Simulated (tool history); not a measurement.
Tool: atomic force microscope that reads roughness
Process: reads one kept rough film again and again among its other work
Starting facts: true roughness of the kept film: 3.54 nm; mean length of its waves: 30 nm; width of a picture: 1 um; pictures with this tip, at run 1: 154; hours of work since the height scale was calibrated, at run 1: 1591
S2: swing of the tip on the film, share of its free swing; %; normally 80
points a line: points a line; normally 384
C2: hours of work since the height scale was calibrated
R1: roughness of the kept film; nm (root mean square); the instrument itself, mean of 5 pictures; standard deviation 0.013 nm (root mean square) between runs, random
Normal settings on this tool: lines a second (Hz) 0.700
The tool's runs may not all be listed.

run 1 day=0.000 | lines_a_second_(Hz)=0.700 S2=80 points_a_line=384 | pictures_with_this_tip=154 C2=1591 | R1=2.804
-- day=2.192 new tip fitted
run 2 day=3.338 | lines_a_second_(Hz)=0.700 S2=90 points_a_line=384 | pictures_with_this_tip=36 C2=1642 | R1=2.913
run 3 day=5.775 | lines_a_second_(Hz)=0.700 S2=90 points_a_line=384 | pictures_with_this_tip=115 C2=1679 | R1=2.791
run 4 day=7.271 | lines_a_second_(Hz)=0.700 S2=90 points_a_line=384 | pictures_with_this_tip=163 C2=1703 | R1=2.703
-- day=9.212 new tip fitted
run 5 day=10.429 | lines_a_second_(Hz)=0.700 S2=80 points_a_line=384 | pictures_with_this_tip=39 C2=1751 | R1=2.985
-- day=10.775 height scale calibrated on a step standard
run 6 day=13.912 | lines_a_second_(Hz)=0.700 S2=80 points_a_line=384 | pictures_with_this_tip=150 C2=48 | R1=2.802
-- day=16.204 new tip fitted
run 7 day=16.933 | lines_a_second_(Hz)=0.700 S2=80 points_a_line=384 | pictures_with_this_tip=24 C2=95 | R1=3.000
run 8 day=19.500 | lines_a_second_(Hz)=0.524 S2=80 points_a_line=384 | pictures_with_this_tip=107 C2=134 | R1=2.864
run 9 day=20.929 | lines_a_second_(Hz)=0.700 S2=74 points_a_line=384 | pictures_with_this_tip=153 C2=157 | R1=2.797
run 10 day=22.658 | lines_a_second_(Hz)=0.700 S2=74 points_a_line=384 | pictures_with_this_tip=209 C2=183 | R1=2.746
-- day=23.179 new tip fitted
run 11 day=25.021 | lines_a_second_(Hz)=0.622 S2=76 points_a_line=384 | pictures_with_this_tip=59 C2=219 | R1=2.960
run 12 day=28.012 | lines_a_second_(Hz)=0.919 S2=76 points_a_line=276 | pictures_with_this_tip=155 C2=266 | R1=2.741
-- day=30.283 new tip fitted
-- day=30.542 height scale calibrated on a step standard, once more
run 13 day=30.542 | lines_a_second_(Hz)=0.835 S2=58 points_a_line=722 | pictures_with_this_tip=7 C2=0 | R1=3.127
run 14 day=33.738 | lines_a_second_(Hz)=3.391 S2=84 points_a_line=862 | pictures_with_this_tip=110 C2=49 | R1=2.584
run 15 day=35.433 | lines_a_second_(Hz)=0.891 S2=71 points_a_line=334 | pictures_with_this_tip=165 C2=76 | R1=2.804
-- day=37.267 new tip fitted
run 16 day=37.267 | lines_a_second_(Hz)=0.700 S2=62 points_a_line=384 | pictures_with_this_tip=0 C2=104 | R1=3.136
run 17 day=40.354 | lines_a_second_(Hz)=0.700 S2=62 points_a_line=384 | pictures_with_this_tip=99 C2=151 | R1=2.986

Branching from run 17: 5 alternative next runs. What would each branch give?
run A day=43.183 | lines_a_second_(Hz)=2.543 S2=62 points_a_line=565 | pictures_with_this_tip=191 C2=195 | R1=?
run B day=43.183 | lines_a_second_(Hz)=1.917 S2=65 points_a_line=384 | pictures_with_this_tip=191 C2=195 | R1=?
run C day=43.183 | lines_a_second_(Hz)=2.834 S2=62 points_a_line=369 | pictures_with_this_tip=191 C2=195 | R1=?
run D day=43.183 | lines_a_second_(Hz)=0.700 S2=78 points_a_line=384 | pictures_with_this_tip=191 C2=195 | R1=?
run E day=43.183 | lines_a_second_(Hz)=0.700 S2=77 points_a_line=331 | pictures_with_this_tip=191 C2=195 | R1=?

run=A R1=2.753
run=B R1=2.764
run=C R1=2.772
run=D R1=2.762
run=E R1=2.756
Take away the tool's hidden state, keep each run's random variation, and the runs would have read:
run=A R1=3.074
run=B R1=3.088
run=C R1=3.096
run=D R1=3.086
run=E R1=3.079

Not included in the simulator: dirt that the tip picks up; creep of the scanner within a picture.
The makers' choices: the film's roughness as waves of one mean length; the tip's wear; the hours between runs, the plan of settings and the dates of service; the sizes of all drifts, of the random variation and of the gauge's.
